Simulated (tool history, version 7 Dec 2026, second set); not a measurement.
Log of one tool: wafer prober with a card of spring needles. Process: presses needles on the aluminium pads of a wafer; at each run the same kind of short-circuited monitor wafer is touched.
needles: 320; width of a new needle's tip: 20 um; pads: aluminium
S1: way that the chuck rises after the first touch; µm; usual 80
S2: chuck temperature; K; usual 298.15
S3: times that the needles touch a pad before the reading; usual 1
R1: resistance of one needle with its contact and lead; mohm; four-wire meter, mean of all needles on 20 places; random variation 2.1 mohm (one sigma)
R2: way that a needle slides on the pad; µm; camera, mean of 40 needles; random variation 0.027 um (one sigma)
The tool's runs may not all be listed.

Run 1, day 0: usual settings. Result: R1 225 mohm, R2 18.23 µm.
At day 0.133: tips cleaned on abrasive film.
Run 2, day 0.408: usual settings but S1 87 µm. Result: R1 227 mohm, R2 19.8 µm.
At day 0.708: tips cleaned on abrasive film.
Run 3, day 0.846: usual settings but S1 93 µm. Result: R1 229 mohm, R2 21.25 µm.
At day 1.262: tips cleaned on abrasive film.
Run 4, day 1.338: usual settings but S1 92 µm. Result: R1 228 mohm, R2 20.94 µm.
At day 1.829: tips cleaned on abrasive film.
Run 5, day 2.092: usual settings but S1 92 µm. Result: R1 229 mohm, R2 21.03 µm.
At day 2.408: tips cleaned on abrasive film.
At day 2.867: height of the first contact set anew.
At day 2.958: tips cleaned on abrasive film.
Run 6, day 2.958: usual settings. Result: R1 230 mohm, R2 18.25 µm.
At day 3.508: tips cleaned on abrasive film.
Run 7, day 3.621: usual settings but S3 3. Result: R1 227 mohm, R2 18.2 µm.
Run 8, day 3.983: usual settings but S1 70 µm, S3 3. Result: R1 232 mohm, R2 15.97 µm.
At day 4.058: tips cleaned on abrasive film.
Run 9, day 4.342: usual settings but S1 70 µm, S3 3. Result: R1 232 mohm, R2 15.96 µm.
At day 4.6: tips cleaned on abrasive film.
Run 10, day 5.117: usual settings but S1 70 µm, S3 3. Result: R1 230 mohm, R2 15.98 µm.
At day 5.196: tips cleaned on abrasive film.
At day 5.771: tips cleaned on abrasive film.
Run 11, day 5.917: usual settings but S3 3. Result: R1 230 mohm, R2 18.32 µm.
At day 6.321: tips cleaned on abrasive film.
Run 12, day 6.542: usual settings but S3 3. Result: R1 226 mohm, R2 18.28 µm.
At day 6.883: tips cleaned on abrasive film.
Run 13, day 7.117: usual settings but S1 69 µm. Result: R1 234 mohm, R2 15.76 µm.

Forecast each of these 4 alternatives for the next run:
At day 7.471: tips cleaned on abrasive film.
Run A, day 7.858: usual settings but S1 61 µm, S2 320.15 K. Result: R1 ?, R2 ?.
At day 7.471: tips cleaned on abrasive film.
Run B, day 7.858: usual settings but S1 99 µm, S2 350.15 K, S3 2. Result: R1 ?, R2 ?.
At day 7.471: tips cleaned on abrasive film.
Run C, day 7.858: usual settings but S2 315.15 K, S3 2. Result: R1 ?, R2 ?.
At day 7.471: tips cleaned on abrasive film.
Run D, day 7.858: usual settings but S1 100 µm, S2 315.15 K. Result: R1 ?, R2 ?.

run   R1     R2
  A  239  13.93
  B  243  22.58
  C  235   18.3
  D  232  22.84
Without the tool's hidden state the same runs would have given:
run   R1     R2
  A  239  13.93
  B  243  22.58
  C  235   18.3
  D  231  22.84

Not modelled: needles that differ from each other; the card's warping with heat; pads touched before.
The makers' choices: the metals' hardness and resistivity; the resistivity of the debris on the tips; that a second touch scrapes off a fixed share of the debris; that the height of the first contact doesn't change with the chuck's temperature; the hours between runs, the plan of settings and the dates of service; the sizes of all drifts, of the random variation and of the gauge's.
